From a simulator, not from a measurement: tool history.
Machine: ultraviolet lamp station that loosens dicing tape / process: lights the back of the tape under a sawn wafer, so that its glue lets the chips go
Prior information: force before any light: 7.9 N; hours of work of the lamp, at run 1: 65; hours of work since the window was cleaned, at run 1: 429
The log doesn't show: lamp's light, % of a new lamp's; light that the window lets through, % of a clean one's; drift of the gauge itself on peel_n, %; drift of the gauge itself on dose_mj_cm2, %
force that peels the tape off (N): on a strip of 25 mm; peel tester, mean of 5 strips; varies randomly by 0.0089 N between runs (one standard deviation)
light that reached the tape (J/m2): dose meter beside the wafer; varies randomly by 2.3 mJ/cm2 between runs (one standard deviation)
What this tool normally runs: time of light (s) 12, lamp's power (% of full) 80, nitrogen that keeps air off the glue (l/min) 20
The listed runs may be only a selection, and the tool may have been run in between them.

run   hour  time of light (s)  lamp's power (% of full)  nitrogen that keeps air off the glue (l/min)  hours of work of the lamp  hours of work since the window was cleaned  force that peels the tape off (N)  light that reached the tape (J/m2)
  1    0.0                 12                        80                                            20                         65                                         429                              0.521                                2000
  2    9.6                 12                        80                                             7                         71                                         435                              1.037                                2050
  3   19.4                 12                        80                                             7                         78                                         442                              0.969                                2050
  4   30.6                 12                        80                                             7                         85                                         449                              1.024                                2020
      37.8  -- window cleaned of glue's vapour
  5   40.5                 14                        80                                            20                         91                                           2                              0.318                                2670
  6   54.1                 14                        80                                             8                        101                                          11                              0.559                                2650
  7   73.1                  7                        80                                             8                        113                                          24                              1.850                                1320
  8   90.1                 12                        65                                            20                        125                                          35                              0.631                                1780
  9  108.3                 12                        65                                            20                        137                                          47                              0.652                                1830
 10  123.7                 12                        65                                            20                        147                                          58                              0.637                                1760
 11  141.9                 12                        65                                            20                        160                                          70                              0.676                                1790
 12  160.9                 12                        65                                            20                        172                                          83                              0.692                                1710
 13  174.7                 12                        68                                            29                        182                                          92                              0.528                                1820
 14  193.8                  6                        86                                            35                        194                                         105                              1.205                                1090
 15  208.8                  6                        94                                            16                        204                                         115                              1.469                                1220
 16  227.3                 21                        80                                            12                        217                                         127                              0.254                                3570
 17  244.7                 21                        80                                            12                        229                                         139                              0.276                                3490
 18  260.3                 16                        91                                            23                        239                                         149                              0.252                                3050
 19  278.1                 16                        91                                            23                        251                                         161                              0.254                                3010
 20  297.2                  6                        65                                            19                        264                                         174                              2.407                                 810

What will run 21 give?
 21  310.9                  6                        65                                            19                        273                                         183                                  ?                                   ?

Run 21 measured force that peels the tape off (N) 2.433, light that reached the tape (J/m2) 820.
Had the tool carried no hidden state, the very same run would have given force that peels the tape off (N) 1.868, light that reached the tape (J/m2) 1000.
